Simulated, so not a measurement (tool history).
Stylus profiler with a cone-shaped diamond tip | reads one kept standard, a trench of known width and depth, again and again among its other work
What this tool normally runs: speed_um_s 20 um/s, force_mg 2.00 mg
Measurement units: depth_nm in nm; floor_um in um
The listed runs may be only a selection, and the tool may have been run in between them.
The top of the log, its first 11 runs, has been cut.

| run | hour | speed_um_s | force_mg | scans with this tip | hours of work since the height scale was calibrated | depth_nm | floor_um |
|---|---|---|---|---|---|---|---|
| 12 | 406.7 | 56 | 2.00 | 3594 | 445 | 1015.60 | 91.72 |
| 13 | 429.4 | 56 | 2.00 | 3721 | 461 | 1015.43 | 91.64 |
| 14 | 478.5 | 20 | 2.00 | 3997 | 495 | 1015.84 | 91.69 |
| 15 | 516.6 | 20 | 2.00 | 4211 | 522 | 1015.74 | 91.55 |
| 16 | 567.1 | 20 | 2.00 | 4493 | 557 | 1015.57 | 91.42 |
| 17 | 592.1 | 20 | 2.00 | 4634 | 574 | 1015.87 | 91.35 |
| 18 | 621.4 | 20 | 5.92 | 4798 | 594 | 1031.34 | 91.32 |
| 19 | 651.5 | 20 | 5.92 | 4967 | 615 | 1031.81 | 91.23 |
| 20 | 692.6 | 8 | 2.27 | 5197 | 644 | 1017.33 | 91.19 |
| 21 | 742.4 | 20 | 5.64 | 5476 | 678 | 1030.86 | 91.03 |
| 22 | 790.9 | 20 | 5.64 | 5748 | 712 | 1030.96 | 90.86 |
|  | 794.9 | height scale calibrated on a step standard |
| 23 | 820.3 | 13 | 3.79 | 5911 | 18 | 1024.51 | 90.77 |
| 24 | 855.9 | 15 | 3.43 | 6110 | 42 | 1022.94 | 90.68 |
| 25 | 902.8 | 9 | 0.95 | 6373 | 75 | 1010.86 | 90.58 |
| 26 | 926.8 | 9 | 1.87 | 6508 | 92 | 1016.01 | 90.57 |
| 27 | 973.0 | 6 | 3.76 | 6767 | 124 | 1024.60 | 90.45 |
|  | 984.8 | height scale calibrated on a step standard, once more |
| 28 | 1016.7 | 57 | 4.74 | 7009 | 22 | 1026.51 | 90.17 |
| 29 | 1057.5 | 65 | 2.00 | 7238 | 50 | 1014.96 | 89.94 |
| 30 | 1106.3 | 5 | 3.85 | 7511 | 84 | 1023.25 | 90.16 |
| 31 | 1149.4 | 5 | 3.85 | 7753 | 114 | 1023.45 | 90.03 |
| 32 | 1197.7 | 8 | 3.62 | 8024 | 148 | 1022.27 | 89.95 |
| 33 | 1240.6 | 38 | 2.93 | 8264 | 178 | 1019.97 | 89.68 |
| 34 | 1269.8 | 38 | 2.93 | 8428 | 198 | 1019.70 | 89.68 |
| 35 | 1311.1 | 12 | 2.32 | 8660 | 227 | 1017.14 | 89.60 |

What if the next run were any one of these 5? Each begins from the tool's condition after run 35:
| A | 1342.9 | 7 | 3.41 | 8838 | 249 | ? | ? |
| B | 1342.9 | 7 | 3.56 | 8838 | 249 | ? | ? |
| C | 1342.9 | 61 | 2.00 | 8838 | 249 | ? | ? |
| D | 1342.9 | 42 | 2.31 | 8838 | 249 | ? | ? |
| E | 1342.9 | 43 | 1.16 | 8838 | 249 | ? | ? |

| run | depth_nm | floor_um |
|---|---|---|
| A | 1021.90 | 89.58 |
| B | 1022.50 | 89.61 |
| C | 1016.14 | 89.27 |
| D | 1016.95 | 89.45 |
| E | 1011.32 | 89.33 |
What these runs would have given with no unlogged condition in the tool:
| run | depth_nm | floor_um |
|---|---|---|
| A | 1021.06 | 93.99 |
| B | 1021.66 | 94.02 |
| C | 1015.30 | 93.68 |
| D | 1016.12 | 93.87 |
| E | 1010.49 | 93.75 |

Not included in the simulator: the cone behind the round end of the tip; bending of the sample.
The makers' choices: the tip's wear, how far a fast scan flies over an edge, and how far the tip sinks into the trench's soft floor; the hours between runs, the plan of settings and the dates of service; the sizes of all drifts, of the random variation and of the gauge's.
